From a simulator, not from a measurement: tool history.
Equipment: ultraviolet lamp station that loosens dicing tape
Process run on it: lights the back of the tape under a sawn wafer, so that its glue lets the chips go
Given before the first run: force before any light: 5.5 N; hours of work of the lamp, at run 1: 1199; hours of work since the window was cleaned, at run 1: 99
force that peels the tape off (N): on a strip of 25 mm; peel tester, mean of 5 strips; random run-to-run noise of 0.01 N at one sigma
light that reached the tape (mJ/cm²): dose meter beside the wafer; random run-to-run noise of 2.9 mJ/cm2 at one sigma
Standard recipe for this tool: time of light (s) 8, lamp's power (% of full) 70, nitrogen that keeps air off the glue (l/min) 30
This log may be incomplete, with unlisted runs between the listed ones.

run    hour  time of light (s)  lamp's power (% of full)  nitrogen that keeps air off the glue (l/min)  hours of work of the lamp  hours of work since the window was cleaned  force that peels the tape off (N)  light that reached the tape (mJ/cm²)
  1     0.0                  8                        70                                            30                       1199                                          99                              0.730                                   316
  2    50.0                  8                        70                                            30                       1232                                         131                              0.764                                   316
  3    78.4                  8                        74                                            30                       1250                                         150                              0.686                                   330
  4   137.7                  8                        74                                            30                       1289                                         189                              0.726                                   325
      193.1  -- window cleaned of glue's vapour
  5   196.4                  8                        74                                            30                       1327                                           2                              0.653                                   339
  6   231.8                  8                        70                                            30                       1350                                          25                              0.752                                   314
  7   271.5                  8                        70                                            17                       1376                                          51                              1.027                                   310
  8   302.7                 14                        70                                            17                       1396                                          71                              0.420                                   542
  9   353.5                 14                        70                                            17                       1429                                         105                              0.434                                   527
 10   405.5                 14                        70                                            17                       1463                                         139                              0.457                                   521
 11   473.6                 14                        70                                            17                       1508                                         183                              0.469                                   513
 12   502.8                 14                        70                                            17                       1527                                         202                              0.473                                   510
      536.9  -- window cleaned of glue's vapour
 13   553.9                 14                        70                                            17                       1560                                          11                              0.442                                   524
 14   605.7                  8                        70                                            30                       1594                                          45                              0.825                                   293
 15   659.2                  8                        70                                            30                       1629                                          80                              0.845                                   286
 16   701.1                  8                        70                                            30                       1656                                         107                              0.844                                   285
 17   739.0                  8                        70                                            30                       1681                                         132                              0.864                                   281
 18   779.3                  8                        70                                            30                       1707                                         158                              0.944                                   277
 19   826.7                  8                        69                                            30                       1738                                         189                              0.959                                   266
 20   856.3                 12                        69                                            30                       1757                                         208                              0.523                                   398
      880.6  -- window cleaned of glue's vapour
 21   885.1                  4                        81                                            30                       1776                                           3                              1.824                                   162
      922.9  -- lamp changed
 22   943.2                  4                        74                                            12                         13                                          40                              1.792                                   226
 23   979.6                  8                        74                                            14                         37                                          64                              0.673                                   443
 24  1047.3                  8                        64                                            33                         81                                         108                              0.529                                   375
 25  1076.0                  8                        64                                            19                        100                                         127                              0.732                                   371
 26  1104.2                 10                        61                                            15                        118                                         145                              0.648                                   439
 27  1170.0                  8                        93                                            30                        161                                         188                              0.344                                   530
 28  1206.7                  8                        93                                            30                        185                                         212                              0.342                                   522
     1223.4  -- window cleaned of glue's vapour
 29  1246.9                  8                        93                                            30                        211                                          15                              0.326                                   547
 30  1313.2                  8                        78                                            15                        254                                          59                              0.605                                   447
 31  1375.2                 15                        74                                            15                        295                                          99                              0.291                                   779
 32  1436.5                 15                        74                                            15                        335                                         139                              0.294                                   771
 33  1471.1                  7                        63                                            19                        357                                         162                              0.995                                   303
 34  1534.1                  7                        63                                            19                        398                                         203                              1.043                                   302

3 options for the next run, each taken on its own from the tool as it stands now. Forecast them:
     1566.3  -- window cleaned of glue's vapour
  A  1600.2                  7                        95                                            31                        441                                          22                                  ?                                     ?
     1566.3  -- window cleaned of glue's vapour
  B  1600.2                  7                        75                                            19                        441                                          22                                  ?                                     ?
     1566.3  -- window cleaned of glue's vapour
  C  1600.2                  6                        70                                            29                        441                                          22                                  ?                                     ?

run  force that peels the tape off (N)  light that reached the tape (mJ/cm²)
  A                              0.405                                   460
  B                              0.737                                   363
  C                              0.836                                   292
Stripped of hidden state, with their random variation kept, the same runs would have yielded:
run  force that peels the tape off (N)  light that reached the tape (mJ/cm²)
  A                              0.353                                   511
  B                              0.623                                   404
  C                              0.709                                   324

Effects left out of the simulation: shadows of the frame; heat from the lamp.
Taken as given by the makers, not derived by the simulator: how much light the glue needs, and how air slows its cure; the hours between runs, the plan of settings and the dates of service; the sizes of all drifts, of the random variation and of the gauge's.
